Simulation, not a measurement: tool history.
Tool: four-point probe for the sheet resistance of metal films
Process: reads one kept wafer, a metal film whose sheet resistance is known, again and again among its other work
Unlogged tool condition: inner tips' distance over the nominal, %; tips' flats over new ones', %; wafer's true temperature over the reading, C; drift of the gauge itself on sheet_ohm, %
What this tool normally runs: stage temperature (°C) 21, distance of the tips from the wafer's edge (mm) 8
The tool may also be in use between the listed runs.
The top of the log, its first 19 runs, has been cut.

run,hour,stage temperature (°C),distance of the tips from the wafer's edge (mm),touches since the probe head was changed,hours of work since the stage's thermometer was calibrated,sheet resistance as the instrument gives it (ohm/square)
20,1186.9,21,52,94013,112,2.779619
# hour 1221.2: new probe head fitted
21,1233.9,21,52,539,143,2.810261
22,1301.3,21,7,3397,188,2.815945
# hour 1345.5: stage's thermometer calibrated, once more
23,1349.8,30,6,5432,3,2.783626
24,1405.8,20,67,7804,40,2.810611
25,1452.5,20,67,9783,71,2.809370
26,1526.3,34,8,12909,120,2.763054
27,1595.0,34,12,15823,166,2.759643
28,1668.0,28,4,18914,214,2.800606
29,1748.7,23,8,22336,268,2.800542
30,1783.9,24,53,23824,291,2.791430
31,1863.1,28,8,27184,344,2.781711
32,1920.6,24,5,29620,382,2.805568
33,1955.1,29,71,31082,405,2.771139
34,2003.9,30,9,33151,438,2.770947
35,2056.7,26,6,35385,473,2.791081

Expected results for the next run?
36,2097.8,30,69,37128,500,?

{"run 36": {"sheet resistance as the instrument gives it (ohm/square)": 2.766108}}
With the hidden condition absent and the run-to-run variation left alone, this run would have shown sheet resistance as the instrument gives it (ohm/square) 2.758202.
